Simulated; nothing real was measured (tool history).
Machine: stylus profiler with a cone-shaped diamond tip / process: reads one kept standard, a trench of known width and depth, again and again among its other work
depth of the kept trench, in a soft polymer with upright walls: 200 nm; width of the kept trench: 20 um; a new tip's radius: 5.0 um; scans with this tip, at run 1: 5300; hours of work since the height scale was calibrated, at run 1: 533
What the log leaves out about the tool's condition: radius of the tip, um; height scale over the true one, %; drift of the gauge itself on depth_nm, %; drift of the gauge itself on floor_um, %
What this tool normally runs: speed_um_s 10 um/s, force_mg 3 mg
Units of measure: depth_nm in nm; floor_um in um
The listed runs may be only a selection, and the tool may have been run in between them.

| run | day | speed_um_s | force_mg | scans with this tip | hours of work since the height scale was calibrated | depth_nm | floor_um |
|---|---|---|---|---|---|---|---|
| 1 | 0 | 10 | 3 | 5300 | 533 | 203.94 | 16.76 |
| 2 | 1.267 | 10 | 3.76 | 5520 | 555 | 204.63 | 16.76 |
| 3 | 2.479 | 10 | 3 | 5730 | 576 | 204.05 | 16.7 |
| 4 | 3.754 | 10 | 3 | 5952 | 598 | 204.16 | 16.72 |
| 5 | 5.175 | 26 | 3 | 6199 | 623 | 204.11 | 16.6 |
| 6 | 6.546 | 10 | 3 | 6437 | 647 | 204.13 | 16.67 |
| 7 | 7.767 | 10 | 1.19 | 6648 | 668 | 202.23 | 16.63 |
| 8 | 9.567 | 10 | 8.22 | 6961 | 700 | 208.02 | 16.65 |
| 9 | 10.338 | 10 | 8.22 | 7094 | 713 | 207.85 | 16.65 |
| 10 | 11.2 | 10 | 3 | 7244 | 728 | 204.15 | 16.61 |
| 11 | 11.971 | 10 | 3 | 7378 | 742 | 204.32 | 16.61 |
| 12 | 12.975 | 10 | 3 | 7553 | 759 | 204.18 | 16.57 |
| 13 | 14.658 | 10 | 3 | 7845 | 788 | 204.19 | 16.6 |
| 14 | 16.204 | 10 | 3 | 8113 | 815 | 204.23 | 16.54 |
| 15 | 17.029 | 10 | 3 | 8256 | 830 | 204.24 | 16.59 |
| 16 | 18.438 | 10 | 3 | 8501 | 854 | 204.21 | 16.51 |
| 17 | 19.417 | 10 | 3 | 8670 | 871 | 204.23 | 16.51 |
| 18 | 20.479 | 10 | 3 | 8855 | 890 | 204.29 | 16.51 |
| 19 | 21.967 | 10 | 3 | 9113 | 916 | 204.35 | 16.51 |
| 20 | 23.738 | 10 | 3 | 9420 | 947 | 204.32 | 16.45 |
| 21 | 25.183 | 10 | 3 | 9671 | 972 | 204.45 | 16.47 |
| 22 | 26.908 | 10 | 3 | 9971 | 1002 | 204.51 | 16.42 |
| 23 | 28.475 | 8 | 3 | 10243 | 1030 | 204.43 | 16.45 |
| 24 | 29.975 | 10 | 8.93 | 10504 | 1056 | 208.61 | 16.41 |
| 25 | 31.6 | 14 | 7.21 | 10785 | 1084 | 207.29 | 16.38 |
| 26 | 32.421 | 4 | 7.88 | 10928 | 1098 | 207.92 | 16.45 |
| 27 | 34.171 | 20 | 3.66 | 11231 | 1129 | 204.94 | 16.29 |
| 28 | 35.6 | 5 | 4.89 | 11480 | 1154 | 205.93 | 16.38 |
| 29 | 36.842 | 15 | 3 | 11695 | 1175 | 204.32 | 16.34 |
| 30 | 37.646 | 9 | 1.77 | 11835 | 1190 | 203.19 | 16.32 |
| 31 | 38.696 | 9 | 1.77 | 12017 | 1208 | 203.41 | 16.31 |
| 32 | 39.85 | 9 | 1.77 | 12218 | 1228 | 203.29 | 16.25 |
| 33 | 41.638 | 9 | 1.77 | 12528 | 1259 | 203.26 | 16.24 |
| 34 | 43.35 | 14 | 7.22 | 12825 | 1289 | 207.73 | 16.27 |
| 35 | 44.817 | 14 | 7.22 | 13079 | 1315 | 207.6 | 16.22 |
| 36 | 46.117 | 13 | 1.74 | 13305 | 1337 | 203.32 | 16.2 |
| 37 | 47.042 | 11 | 2.08 | 13466 | 1353 | 203.77 | 16.28 |
| 38 | 47.825 | 5 | 2.69 | 13602 | 1367 | 204.3 | 16.18 |
| 39 | 48.675 | 2 | 3.48 | 13749 | 1382 | 204.84 | 16.23 |
| 40 | 50.533 | 3 | 7.49 | 14071 | 1414 | 207.84 | 16.2 |
| 41 | 51.829 | 9 | 7.27 | 14297 | 1437 | 207.83 | 16.21 |
| 42 | 53.488 | 24 | 1.89 | 14585 | 1466 | 203.56 | 16.05 |
| 43 | 54.846 | 24 | 1.89 | 14821 | 1490 | 203.55 | 15.99 |
| 44 | 56.458 | 24 | 1.89 | 15100 | 1518 | 203.61 | 16.07 |
| 45 | 57.417 | 10 | 1.98 | 15266 | 1534 | 203.7 | 16.1 |
| 46 | 59.275 | 10 | 1.98 | 15589 | 1567 | 203.72 | 16.1 |
| 47 | 60.971 | 10 | 1.98 | 15884 | 1596 | 203.75 | 16.09 |
| 48 | 62.408 | 2 | 3.58 | 16133 | 1622 | 205.49 | 16.11 |

Forecast each of these 3 alternatives for the next run:
| A | 63.908 | 9 | 5.36 | 16394 | 1648 | ? | ? |
| B | 63.908 | 33 | 1.74 | 16394 | 1648 | ? | ? |
| C | 63.908 | 7 | 2.43 | 16394 | 1648 | ? | ? |

| run | depth_nm | floor_um |
|---|---|---|
| A | 206.66 | 16.05 |
| B | 203.69 | 15.92 |
| C | 204.37 | 16.05 |
What these runs would have given with no unlogged condition in the tool:
| run | depth_nm | floor_um |
|---|---|---|
| A | 205.69 | 17.15 |
| B | 202.73 | 17.02 |
| C | 203.41 | 17.14 |
